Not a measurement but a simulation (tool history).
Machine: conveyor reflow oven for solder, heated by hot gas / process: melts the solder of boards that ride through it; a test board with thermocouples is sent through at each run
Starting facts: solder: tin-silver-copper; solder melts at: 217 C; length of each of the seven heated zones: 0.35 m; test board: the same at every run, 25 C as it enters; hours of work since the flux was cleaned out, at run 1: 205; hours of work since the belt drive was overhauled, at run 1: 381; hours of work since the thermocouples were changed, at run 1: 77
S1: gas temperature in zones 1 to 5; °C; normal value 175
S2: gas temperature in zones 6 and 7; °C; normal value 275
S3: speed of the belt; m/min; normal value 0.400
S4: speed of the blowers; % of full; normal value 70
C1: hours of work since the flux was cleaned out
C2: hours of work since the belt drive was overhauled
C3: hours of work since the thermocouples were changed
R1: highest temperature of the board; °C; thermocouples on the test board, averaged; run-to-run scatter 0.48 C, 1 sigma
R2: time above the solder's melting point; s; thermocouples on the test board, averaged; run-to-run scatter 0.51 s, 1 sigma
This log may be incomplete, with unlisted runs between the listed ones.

run   hour   S1   S2     S3  S4   C1   C2   C3     R1     R2
  1    0.0  175  275  0.400  70  205  381   77  260.7   88.9
      10.7  -- flux residue cleaned out of gas plates and filters
  2   16.0  175  275  0.400  70    4  389   85  262.0   90.0
  3   21.7  175  275  0.400  70    8  393   90  262.2   89.4
  4   35.1  178  275  0.400  70   18  403   99  263.1   91.6
  5   44.8  175  275  0.400  70   25  410  107  262.2   90.0
  6   51.7  175  275  0.400  70   30  415  112  261.5   89.9
  7   62.4  175  275  0.400  70   38  423  119  261.9   88.4
  8   72.2  175  275  0.400  70   45  430  127  262.9   89.8
  9   82.9  175  275  0.400  70   53  438  134  262.6   89.4
 10   90.6  175  275  0.400  70   59  443  140  261.9   89.1
 11   96.5  175  275  0.400  70   63  448  144  261.8   89.5
 12  109.5  175  275  0.400  70   72  457  154  262.3   89.3
 13  118.2  175  275  0.400  70   79  464  160  261.4   89.1
 14  128.2  175  275  0.400  70   86  471  168  261.0   89.0
 15  140.9  175  275  0.459  70   96  480  177  258.1   73.7
 16  149.7  180  275  0.353  70  102  487  183  265.3  107.9
 17  155.4  175  279  0.462  70  106  491  188  261.3   75.9
 18  168.7  175  275  0.400  75  116  501  197  262.3   90.0
 19  178.5  175  275  0.400  75  123  508  205  263.1   90.1
 20  191.5  175  275  0.400  75  133  517  214  263.0   89.6
 21  201.6  175  275  0.400  75  140  525  222  262.3   89.5
 22  207.8  161  289  0.400  88  145  529  226  276.0   93.4
 23  215.0  161  289  0.400  88  150  535  231  275.5   94.2
 24  226.0  176  275  0.422  70  158  543  240  259.7   83.6
 25  234.2  175  289  0.455  61  164  549  246  266.3   80.6
 26  245.9  175  289  0.455  61  173  557  254  266.5   81.0
 27  257.8  165  267  0.351  61  181  566  263  254.8   90.1
 28  268.8  181  275  0.458  70  189  574  271  257.9   77.4
 29  278.0  175  267  0.402  89  196  581  278  256.7   86.1
 30  289.2  175  275  0.336  70  204  589  286  265.4  111.7

What if the next run were any one of these 3? Each begins from the tool's condition after run 30:
     299.5  -- flux residue cleaned out of gas plates and filters
  A  305.7  166  275  0.400  70   5  598  294   ?   ?
     299.5  -- flux residue cleaned out of gas plates and filters
  B  305.7  169  265  0.400  64   5  598  294   ?   ?
     299.5  -- flux residue cleaned out of gas plates and filters
  C  305.7  175  275  0.400  50   5  598  294   ?   ?

run     R1    R2
  A  260.1  85.4
  B  250.6  76.8
  C  256.4  84.5
With no hidden state in the tool, these same runs would have given:
run     R1    R2
  A  260.8  84.5
  B  251.3  76.0
  C  256.9  83.5
